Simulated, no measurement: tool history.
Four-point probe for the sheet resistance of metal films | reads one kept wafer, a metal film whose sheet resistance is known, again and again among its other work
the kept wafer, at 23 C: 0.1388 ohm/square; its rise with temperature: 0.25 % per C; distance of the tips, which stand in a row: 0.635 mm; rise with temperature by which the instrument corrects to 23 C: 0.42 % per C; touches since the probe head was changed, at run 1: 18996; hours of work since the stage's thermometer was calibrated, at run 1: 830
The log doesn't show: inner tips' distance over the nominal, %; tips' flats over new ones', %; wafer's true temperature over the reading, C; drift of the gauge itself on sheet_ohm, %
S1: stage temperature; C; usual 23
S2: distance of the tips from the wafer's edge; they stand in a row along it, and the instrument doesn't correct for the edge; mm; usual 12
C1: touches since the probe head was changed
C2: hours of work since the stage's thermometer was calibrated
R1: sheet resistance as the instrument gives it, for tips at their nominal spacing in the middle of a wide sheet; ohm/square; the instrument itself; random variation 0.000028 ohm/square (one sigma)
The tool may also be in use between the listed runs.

{"run": 1, "hour": 0.0, "S1": 23, "S2": 12, "C1": 18996, "C2": 830, "R1": 0.138882}
{"run": 2, "hour": 71.2, "S1": 23, "S2": 12, "C1": 19810, "C2": 860, "R1": 0.138913}
{"run": 3, "hour": 141.1, "S1": 23, "S2": 9, "C1": 20609, "C2": 890, "R1": 0.139085}
{"run": 4, "hour": 235.8, "S1": 23, "S2": 42, "C1": 21693, "C2": 930, "R1": 0.138746}
{"run": 5, "hour": 283.9, "S1": 23, "S2": 42, "C1": 22242, "C2": 950, "R1": 0.138668}
{"run": 6, "hour": 369.9, "S1": 23, "S2": 12, "C1": 23225, "C2": 986, "R1": 0.138904}
{"run": 7, "hour": 431.7, "S1": 22, "S2": 12, "C1": 23932, "C2": 1012, "R1": 0.139123}
{"run": 8, "hour": 537.5, "S1": 20, "S2": 45, "C1": 25142, "C2": 1057, "R1": 0.139402}
{"run": 9, "hour": 590.8, "S1": 18, "S2": 52, "C1": 25752, "C2": 1080, "R1": 0.139888}
{"run": 10, "hour": 691.0, "S1": 28, "S2": 9, "C1": 26898, "C2": 1122, "R1": 0.137942}
{"run": 11, "hour": 792.6, "S1": 28, "S2": 53, "C1": 28060, "C2": 1165, "R1": 0.137664}
{"run": 12, "hour": 871.8, "S1": 20, "S2": 14, "C1": 28965, "C2": 1198, "R1": 0.139543}
{"run": 13, "hour": 941.8, "S1": 24, "S2": 8, "C1": 29766, "C2": 1228, "R1": 0.139017}
{"run": 14, "hour": 1039.3, "S1": 30, "S2": 12, "C1": 30881, "C2": 1269, "R1": 0.137484}

Forecast each of these 5 alternatives for the next run:
{"run": "A", "hour": 1113.7, "S1": 27, "S2": 12, "C1": 31732, "C2": 1300, "R1": "?"}
{"run": "B", "hour": 1113.7, "S1": 23, "S2": 32, "C1": 31732, "C2": 1300, "R1": "?"}
{"run": "C", "hour": 1113.7, "S1": 23, "S2": 34, "C1": 31732, "C2": 1300, "R1": "?"}
{"run": "D", "hour": 1113.7, "S1": 29, "S2": 12, "C1": 31732, "C2": 1300, "R1": "?"}
{"run": "E", "hour": 1113.7, "S1": 33, "S2": 6, "C1": 31732, "C2": 1300, "R1": "?"}

run=A R1=0.138110
run=B R1=0.138697
run=C R1=0.138725
run=D R1=0.137609
run=E R1=0.137486
Without the tool's hidden state the same runs would have given:
run=A R1=0.138170
run=B R1=0.138757
run=C R1=0.138784
run=D R1=0.137669
run=E R1=0.137547

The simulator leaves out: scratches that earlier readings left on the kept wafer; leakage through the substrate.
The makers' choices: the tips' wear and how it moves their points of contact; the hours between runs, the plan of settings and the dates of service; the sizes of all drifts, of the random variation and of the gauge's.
